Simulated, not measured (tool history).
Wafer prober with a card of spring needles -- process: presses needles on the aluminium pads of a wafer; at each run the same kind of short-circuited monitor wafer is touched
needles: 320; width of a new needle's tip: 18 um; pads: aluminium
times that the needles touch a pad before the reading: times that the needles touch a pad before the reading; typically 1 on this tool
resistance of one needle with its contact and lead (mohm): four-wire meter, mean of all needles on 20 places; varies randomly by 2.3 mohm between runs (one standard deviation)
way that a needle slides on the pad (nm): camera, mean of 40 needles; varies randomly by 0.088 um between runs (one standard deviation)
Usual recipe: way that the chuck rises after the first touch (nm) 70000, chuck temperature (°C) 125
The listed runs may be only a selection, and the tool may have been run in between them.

run   hour  way that the chuck rises after the first touch (nm)  chuck temperature (°C)  times that the needles touch a pad before the reading  resistance of one needle with its contact and lead (mohm)  way that a needle slides on the pad (nm)
  1    0.0                                                70000                     125                                                      1                                                        437                                     14860
       1.3  -- tips cleaned on abrasive film
       7.4  -- tips cleaned on abrasive film
      12.3  -- tips cleaned on abrasive film
      17.2  -- tips cleaned on abrasive film
      23.4  -- tips cleaned on abrasive film
      28.3  -- tips cleaned on abrasive film
      33.2  -- tips cleaned on abrasive film
      39.3  -- tips cleaned on abrasive film
      45.4  -- tips cleaned on abrasive film
  2   47.1                                                70000                     125                                                      1                                                        369                                     14680
      50.8  -- tips cleaned on abrasive film
      55.7  -- tips cleaned on abrasive film
      61.8  -- tips cleaned on abrasive film
      67.9  -- tips cleaned on abrasive film
      74.0  -- tips cleaned on abrasive film
      78.9  -- tips cleaned on abrasive film
      85.1  -- tips cleaned on abrasive film
      90.0  -- tips cleaned on abrasive film
      94.9  -- tips cleaned on abrasive film
  3   97.1                                                65000                     125                                                      1                                                        415                                     13460
     100.9  -- tips cleaned on abrasive film
     107.0  -- tips cleaned on abrasive film
     113.1  -- tips cleaned on abrasive film
     118.0  -- tips cleaned on abrasive film
     124.1  -- tips cleaned on abrasive film
     130.2  -- tips cleaned on abrasive film
  4  131.8                                                65000                     125                                                      1                                                        391                                     13410
     135.5  -- tips cleaned on abrasive film
     140.4  -- tips cleaned on abrasive film
     143.1  -- height of the first contact set anew
     145.6  -- tips cleaned on abrasive film
     150.5  -- tips cleaned on abrasive film
     156.6  -- tips cleaned on abrasive film
     161.5  -- tips cleaned on abrasive film
     166.4  -- tips cleaned on abrasive film
  5  168.3                                                65000                     125                                                      1                                                        376                                     13870
     172.0  -- tips cleaned on abrasive film
     178.1  -- tips cleaned on abrasive film
     183.0  -- tips cleaned on abrasive film
     189.1  -- tips cleaned on abrasive film
     194.0  -- tips cleaned on abrasive film
     200.2  -- tips cleaned on abrasive film
     206.3  -- tips cleaned on abrasive film
     211.2  -- tips cleaned on abrasive film
     216.1  -- tips cleaned on abrasive film
  6  217.8                                                65000                     125                                                      1                                                        382                                     13740
     221.6  -- tips cleaned on abrasive film
     226.5  -- tips cleaned on abrasive film
     231.4  -- tips cleaned on abrasive film
     237.5  -- tips cleaned on abrasive film
     242.4  -- tips cleaned on abrasive film
     247.3  -- tips cleaned on abrasive film
     253.4  -- tips cleaned on abrasive film
  7  253.4                                                70000                     125                                                      1                                                        278                                     14660
     259.5  -- tips cleaned on abrasive film
     265.6  -- tips cleaned on abrasive film
     271.7  -- tips cleaned on abrasive film
     277.9  -- tips cleaned on abrasive film
     282.8  -- tips cleaned on abrasive film
  8  285.6                                                70000                     125                                                      1                                                        426                                     14770
     288.1  -- tips cleaned on abrasive film
     293.0  -- tips cleaned on abrasive film
     297.9  -- tips cleaned on abrasive film
     304.0  -- tips cleaned on abrasive film
     310.1  -- tips cleaned on abrasive film
     316.2  -- tips cleaned on abrasive film
     321.1  -- tips cleaned on abrasive film
  9  322.1                                                70000                     125                                                      1                                                        335                                     14550
     327.0  -- tips cleaned on abrasive film
     333.1  -- tips cleaned on abrasive film
     339.3  -- tips cleaned on abrasive film
     344.4  -- tips cleaned on abrasive film
 10  344.4                                                70000                     125                                                      1                                                        300                                     14570
     350.5  -- tips cleaned on abrasive film
     355.5  -- tips cleaned on abrasive film
     361.6  -- tips cleaned on abrasive film
     366.5  -- tips cleaned on abrasive film
     372.6  -- tips cleaned on abrasive film
     374.1  -- height of the first contact set anew
     379.0  -- tips cleaned on abrasive film
     385.1  -- tips cleaned on abrasive film
     390.0  -- tips cleaned on abrasive film
     395.5  -- tips cleaned on abrasive film
 11  395.5                                                70000                     125                                                      1                                                        287                                     15200
     401.6  -- tips cleaned on abrasive film
     407.8  -- tips cleaned on abrasive film
     413.9  -- tips cleaned on abrasive film
     419.2  -- tips cleaned on abrasive film
 12  419.2                                                70000                     125                                                      1                                                        288                                     15080
     425.4  -- tips cleaned on abrasive film
     430.3  -- tips cleaned on abrasive film
     435.2  -- tips cleaned on abrasive film
     440.1  -- tips cleaned on abrasive film
     446.2  -- tips cleaned on abrasive film
     451.1  -- tips cleaned on abrasive film
     457.2  -- tips cleaned on abrasive film
 13  461.0                                                72000                      74                                                      1                                                        470                                     15310
     462.3  -- tips cleaned on abrasive film
     467.2  -- tips cleaned on abrasive film
     473.4  -- tips cleaned on abrasive film
     478.3  -- tips cleaned on abrasive film
     483.2  -- tips cleaned on abrasive film
     488.1  -- tips cleaned on abrasive film
 14  491.6                                                90000                      40                                                      1                                                        382                                     19090
     494.1  -- tips cleaned on abrasive film
     499.1  -- tips cleaned on abrasive film
     504.0  -- tips cleaned on abrasive film
     510.1  -- tips cleaned on abrasive film
     515.0  -- tips cleaned on abrasive film
 15  519.3                                                90000                      40                                                      1                                                        404                                     18860
     520.6  -- tips cleaned on abrasive film
     526.7  -- tips cleaned on abrasive film
     531.6  -- tips cleaned on abrasive film
     543.6  -- card fitted with new needles
     549.7  -- tips cleaned on abrasive film
     555.9  -- tips cleaned on abrasive film
     562.0  -- tips cleaned on abrasive film
     566.9  -- tips cleaned on abrasive film
     573.0  -- tips cleaned on abrasive film
 16  575.6                                                90000                      40                                                      1                                                        286                                     19350
     578.1  -- tips cleaned on abrasive film
     583.0  -- tips cleaned on abrasive film
     589.1  -- tips cleaned on abrasive film
     595.2  -- tips cleaned on abrasive film
     601.3  -- tips cleaned on abrasive film
     606.3  -- tips cleaned on abrasive film
     611.2  -- tips cleaned on abrasive film
 17  611.3                                                90000                      40                                                      1                                                        246                                     19390
     616.2  -- tips cleaned on abrasive film
     621.1  -- tips cleaned on abrasive film
     627.2  -- tips cleaned on abrasive film
     633.3  -- tips cleaned on abrasive film
     639.5  -- tips cleaned on abrasive film
     644.4  -- tips cleaned on abrasive film
     649.3  -- tips cleaned on abrasive film
 18  650.8                                                90000                      42                                                      2                                                        258                                     19300
     654.5  -- tips cleaned on abrasive film
     659.4  -- tips cleaned on abrasive film
     665.5  -- tips cleaned on abrasive film
     670.5  -- tips cleaned on abrasive film
     675.4  -- tips cleaned on abrasive film
 19  676.2                                                68000                      98                                                      1                                                        288                                     14300
     681.1  -- tips cleaned on abrasive film
     686.0  -- tips cleaned on abrasive film
     692.1  -- tips cleaned on abrasive film
     697.0  -- tips cleaned on abrasive film
     703.1  -- tips cleaned on abrasive film
     708.0  -- tips cleaned on abrasive film
 20  711.7                                                85000                      98                                                      1                                                        328                                     17850
     713.0  -- tips cleaned on abrasive film
     719.1  -- tips cleaned on abrasive film
     724.0  -- tips cleaned on abrasive film
     728.9  -- tips cleaned on abrasive film
     735.1  -- tips cleaned on abrasive film
 21  735.2                                                85000                     125                                                      2                                                        261                                     17870

Measured result minus the same run's result without the hidden state. Both carry the same run-to-run variation, though not necessarily the same gauge scatter:
Hidden conditions of the tool in this case: debris on the tips, nm; way that the needles fall short of the set height, um; tips' diameter, um; drift of the gauge itself on contact_mohm, %; drift of the gauge itself on scrub_um, %.
run  resistance of one needle with its contact and lead (mohm)  way that a needle slides on the pad (nm)
  1                                                       +179                                      -260
  2                                                       +110                                      -410
  3                                                       +157                                      -560
  4                                                       +124                                      -670
  5                                                       +119                                       -90
  6                                                       +119                                      -230
  7                                                        +22                                      -340
  8                                                       +170                                      -440
  9                                                        +73                                      -560
 10                                                        +38                                      -620
 11                                                        +28                                       -70
 12                                                        +30                                      -130
 13                                                       +221                                      -260
 14                                                       +149                                      -360
 15                                                       +170                                      -460
 16                                                        +51                                       -90
 17                                                        +11                                      -210
 18                                                        +22                                      -340
 19                                                        +35                                      -420
 20                                                        +79                                      -530
 21                                                         +7                                      -610
